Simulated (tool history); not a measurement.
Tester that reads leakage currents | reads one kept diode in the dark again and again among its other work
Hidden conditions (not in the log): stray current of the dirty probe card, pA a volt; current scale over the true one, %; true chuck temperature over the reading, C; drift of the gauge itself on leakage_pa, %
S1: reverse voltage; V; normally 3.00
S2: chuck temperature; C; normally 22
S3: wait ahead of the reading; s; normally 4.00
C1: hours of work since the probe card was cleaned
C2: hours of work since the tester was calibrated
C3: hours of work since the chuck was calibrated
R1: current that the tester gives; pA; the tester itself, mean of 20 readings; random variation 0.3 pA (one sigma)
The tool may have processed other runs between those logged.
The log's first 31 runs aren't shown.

run    hour    S1  S2    S3   C1    C2   C3      R1
 32   901.8  3.00  22  5.05  692  2004   72   98.26
 33   940.2  3.00  22  5.05  710  2022   91   97.82
 34   959.7  5.72  22  0.32  720  2032  100  131.09
 35   983.8  5.72  22  0.32  732  2044  112  131.29
 36  1019.7  3.00  34  7.05  749  2061  129  253.97
 37  1050.2  1.04  24  4.00  764  2076  144   77.86
 38  1073.7  1.04  24  4.00  775  2087  156   77.71
 39  1102.0  1.04  24  4.00  789  2101  170   77.14

Predict each of these 4 candidate next runs independently; none follows another, all start after run 39:
  A  1141.7  18.87  22  4.00  809  2121  189   ?
  B  1141.7   1.04  27  0.43  809  2121  189   ?
  C  1141.7   1.04  37  3.69  809  2121  189   ?
  D  1141.7   9.75  55  0.46  809  2121  189   ?

run       R1
  A   196.37
  B    99.55
  C   216.69
  D  1790.01
With no hidden state in the tool, these same runs would have given:
run       R1
  A   190.36
  B   101.93
  C   222.22
  D  1827.94
